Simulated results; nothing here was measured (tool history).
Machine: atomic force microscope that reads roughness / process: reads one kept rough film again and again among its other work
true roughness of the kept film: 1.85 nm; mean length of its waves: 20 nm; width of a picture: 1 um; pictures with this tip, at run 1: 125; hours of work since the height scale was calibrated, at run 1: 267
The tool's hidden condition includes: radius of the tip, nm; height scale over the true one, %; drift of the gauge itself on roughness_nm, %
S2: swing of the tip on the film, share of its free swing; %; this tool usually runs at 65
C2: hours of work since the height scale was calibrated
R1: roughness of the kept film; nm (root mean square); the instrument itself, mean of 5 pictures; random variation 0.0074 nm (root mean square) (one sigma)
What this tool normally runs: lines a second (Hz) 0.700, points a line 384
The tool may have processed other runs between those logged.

{"run": 1, "hour": 0.0, "lines a second (Hz)": 0.7, "S2": 65, "points a line": 384, "pictures with this tip": 125, "C2": 267, "R1": 1.401}
{"run": 2, "hour": 33.9, "lines a second (Hz)": 0.7, "S2": 65, "points a line": 384, "pictures with this tip": 172, "C2": 284, "R1": 1.349}
{"run": 3, "hour": 73.6, "lines a second (Hz)": 0.7, "S2": 65, "points a line": 384, "pictures with this tip": 227, "C2": 302, "R1": 1.289}
{"hour": 88.7, "done": "new tip fitted"}
{"run": 4, "hour": 109.8, "lines a second (Hz)": 0.7, "S2": 65, "points a line": 384, "pictures with this tip": 29, "C2": 320, "R1": 1.52}
{"run": 5, "hour": 146.5, "lines a second (Hz)": 3.612, "S2": 65, "points a line": 384, "pictures with this tip": 80, "C2": 337, "R1": 1.297}
{"run": 6, "hour": 171.5, "lines a second (Hz)": 0.7, "S2": 65, "points a line": 384, "pictures with this tip": 114, "C2": 349, "R1": 1.427}
{"run": 7, "hour": 202.4, "lines a second (Hz)": 0.7, "S2": 65, "points a line": 384, "pictures with this tip": 157, "C2": 364, "R1": 1.373}

What will run 8 give?
{"run": 8, "hour": 234.7, "lines a second (Hz)": 0.7, "S2": 87, "points a line": 384, "pictures with this tip": 202, "C2": 379, "R1": "?"}

R1: 1.233 nm (root mean square)
Without the tool's hidden state the same run would have given R1 1.458 nm (root mean square).
